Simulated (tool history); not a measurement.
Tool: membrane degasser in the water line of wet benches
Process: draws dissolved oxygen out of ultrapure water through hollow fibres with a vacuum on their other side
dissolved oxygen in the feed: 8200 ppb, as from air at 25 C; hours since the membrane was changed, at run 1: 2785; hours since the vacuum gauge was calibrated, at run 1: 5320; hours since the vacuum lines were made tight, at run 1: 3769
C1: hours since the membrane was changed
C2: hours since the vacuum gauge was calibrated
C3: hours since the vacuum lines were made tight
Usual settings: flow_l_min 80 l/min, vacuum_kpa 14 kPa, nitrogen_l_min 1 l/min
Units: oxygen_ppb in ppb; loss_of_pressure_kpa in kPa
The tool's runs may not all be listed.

{"run": 1, "hour": 0.0, "flow_l_min": 80, "vacuum_kpa": 14, "nitrogen_l_min": 1, "C1": 2785, "C2": 5320, "C3": 3769, "oxygen_ppb": 1327.7, "loss_of_pressure_kpa": 63.25}
{"run": 2, "hour": 78.7, "flow_l_min": 80, "vacuum_kpa": 14, "nitrogen_l_min": 1, "C1": 2864, "C2": 5399, "C3": 3848, "oxygen_ppb": 1323.3, "loss_of_pressure_kpa": 63.95}
{"run": 3, "hour": 249.6, "flow_l_min": 80, "vacuum_kpa": 14, "nitrogen_l_min": 1, "C1": 3035, "C2": 5570, "C3": 4019, "oxygen_ppb": 1331.6, "loss_of_pressure_kpa": 63.49}
{"run": 4, "hour": 336.7, "flow_l_min": 80, "vacuum_kpa": 14, "nitrogen_l_min": 1, "C1": 3122, "C2": 5657, "C3": 4106, "oxygen_ppb": 1332.9, "loss_of_pressure_kpa": 63.85}
{"run": 5, "hour": 461.1, "flow_l_min": 80, "vacuum_kpa": 14, "nitrogen_l_min": 1, "C1": 3247, "C2": 5781, "C3": 4230, "oxygen_ppb": 1330.6, "loss_of_pressure_kpa": 63.98}
{"run": 6, "hour": 596.9, "flow_l_min": 80, "vacuum_kpa": 14, "nitrogen_l_min": 1, "C1": 3382, "C2": 5917, "C3": 4366, "oxygen_ppb": 1331.5, "loss_of_pressure_kpa": 64.04}
{"run": 7, "hour": 695.4, "flow_l_min": 84, "vacuum_kpa": 14, "nitrogen_l_min": 1, "C1": 3481, "C2": 6016, "C3": 4464, "oxygen_ppb": 1380.2, "loss_of_pressure_kpa": 66.62}
{"run": 8, "hour": 824.4, "flow_l_min": 84, "vacuum_kpa": 14, "nitrogen_l_min": 1, "C1": 3610, "C2": 6145, "C3": 4593, "oxygen_ppb": 1376.9, "loss_of_pressure_kpa": 66.96}
{"run": 9, "hour": 982.9, "flow_l_min": 84, "vacuum_kpa": 14, "nitrogen_l_min": 1, "C1": 3768, "C2": 6303, "C3": 4752, "oxygen_ppb": 1374.7, "loss_of_pressure_kpa": 67.14}
{"run": 10, "hour": 1113.8, "flow_l_min": 84, "vacuum_kpa": 14, "nitrogen_l_min": 1, "C1": 3899, "C2": 6434, "C3": 4883, "oxygen_ppb": 1376.2, "loss_of_pressure_kpa": 67.15}
{"run": 11, "hour": 1244.9, "flow_l_min": 81, "vacuum_kpa": 14, "nitrogen_l_min": 1, "C1": 4030, "C2": 6565, "C3": 5014, "oxygen_ppb": 1344.8, "loss_of_pressure_kpa": 64.89}
{"run": 12, "hour": 1416.3, "flow_l_min": 81, "vacuum_kpa": 30.1, "nitrogen_l_min": 1, "C1": 4202, "C2": 6737, "C3": 5185, "oxygen_ppb": 2753.9, "loss_of_pressure_kpa": 64.97}
{"run": 13, "hour": 1588.8, "flow_l_min": 81, "vacuum_kpa": 30.1, "nitrogen_l_min": 1, "C1": 4374, "C2": 6909, "C3": 5358, "oxygen_ppb": 2757.5, "loss_of_pressure_kpa": 64.48}
{"run": 14, "hour": 1681.4, "flow_l_min": 49, "vacuum_kpa": 14, "nitrogen_l_min": 1, "C1": 4467, "C2": 7002, "C3": 5450, "oxygen_ppb": 960.3, "loss_of_pressure_kpa": 39.46}
{"run": 15, "hour": 1788.7, "flow_l_min": 98, "vacuum_kpa": 19.5, "nitrogen_l_min": 0.76, "C1": 4574, "C2": 7109, "C3": 5558, "oxygen_ppb": 2432.3, "loss_of_pressure_kpa": 78.99}
{"run": 16, "hour": 1932.7, "flow_l_min": 98, "vacuum_kpa": 13.7, "nitrogen_l_min": 0.65, "C1": 4718, "C2": 7253, "C3": 5702, "oxygen_ppb": 1859.3, "loss_of_pressure_kpa": 78.07}
{"hour": 2105.4, "done": "vacuum gauge calibrated"}
{"run": 17, "hour": 2105.4, "flow_l_min": 80, "vacuum_kpa": 27.1, "nitrogen_l_min": 1, "C1": 4890, "C2": 0, "C3": 5874, "oxygen_ppb": 2483.2, "loss_of_pressure_kpa": 64.28}
{"run": 18, "hour": 2208.1, "flow_l_min": 72, "vacuum_kpa": 8.9, "nitrogen_l_min": 2.45, "C1": 4993, "C2": 103, "C3": 5977, "oxygen_ppb": 357.9, "loss_of_pressure_kpa": 57.65}
{"run": 19, "hour": 2323.0, "flow_l_min": 72, "vacuum_kpa": 8.9, "nitrogen_l_min": 2.45, "C1": 5108, "C2": 218, "C3": 6091, "oxygen_ppb": 358.4, "loss_of_pressure_kpa": 57.66}
{"run": 20, "hour": 2451.8, "flow_l_min": 73, "vacuum_kpa": 28.4, "nitrogen_l_min": 2.09, "C1": 5237, "C2": 346, "C3": 6220, "oxygen_ppb": 1540.5, "loss_of_pressure_kpa": 58.8}
{"run": 21, "hour": 2562.9, "flow_l_min": 93, "vacuum_kpa": 12, "nitrogen_l_min": 1, "C1": 5348, "C2": 458, "C3": 6331, "oxygen_ppb": 1190.6, "loss_of_pressure_kpa": 74.82}
{"run": 22, "hour": 2711.9, "flow_l_min": 96, "vacuum_kpa": 31.2, "nitrogen_l_min": 1.55, "C1": 5497, "C2": 606, "C3": 6480, "oxygen_ppb": 2423.8, "loss_of_pressure_kpa": 77.82}
{"run": 23, "hour": 2832.6, "flow_l_min": 74, "vacuum_kpa": 14, "nitrogen_l_min": 1, "C1": 5618, "C2": 727, "C3": 6601, "oxygen_ppb": 1238.3, "loss_of_pressure_kpa": 59.6}

Forecast each of these 5 alternatives for the next run:
{"run": "A", "hour": 2963.8, "flow_l_min": 74, "vacuum_kpa": 14, "nitrogen_l_min": 0.49, "C1": 5749, "C2": 858, "C3": 6732, "oxygen_ppb": "?", "loss_of_pressure_kpa": "?"}
{"run": "B", "hour": 2963.8, "flow_l_min": 82, "vacuum_kpa": 22.3, "nitrogen_l_min": 1, "C1": 5749, "C2": 858, "C3": 6732, "oxygen_ppb": "?", "loss_of_pressure_kpa": "?"}
{"run": "C", "hour": 2963.8, "flow_l_min": 82, "vacuum_kpa": 14, "nitrogen_l_min": 0.63, "C1": 5749, "C2": 858, "C3": 6732, "oxygen_ppb": "?", "loss_of_pressure_kpa": "?"}
{"run": "D", "hour": 2963.8, "flow_l_min": 74, "vacuum_kpa": 10.6, "nitrogen_l_min": 0.87, "C1": 5749, "C2": 858, "C3": 6732, "oxygen_ppb": "?", "loss_of_pressure_kpa": "?"}
{"run": "E", "hour": 2963.8, "flow_l_min": 74, "vacuum_kpa": 9.4, "nitrogen_l_min": 1, "C1": 5749, "C2": 858, "C3": 6732, "oxygen_ppb": "?", "loss_of_pressure_kpa": "?"}

run=A oxygen_ppb=1829.2 loss_of_pressure_kpa=59.37
run=B oxygen_ppb=2121 loss_of_pressure_kpa=66.52
run=C oxygen_ppb=1706.4 loss_of_pressure_kpa=66.08
run=D oxygen_ppb=966.5 loss_of_pressure_kpa=59.61
run=E oxygen_ppb=754.5 loss_of_pressure_kpa=59.48
Without the tool's hidden state the same runs would have given:
run=A oxygen_ppb=1833.6 loss_of_pressure_kpa=57.58
run=B oxygen_ppb=2117.4 loss_of_pressure_kpa=64.52
run=C oxygen_ppb=1705.8 loss_of_pressure_kpa=64.09
run=D oxygen_ppb=958.9 loss_of_pressure_kpa=57.81
run=E oxygen_ppb=745.6 loss_of_pressure_kpa=57.68
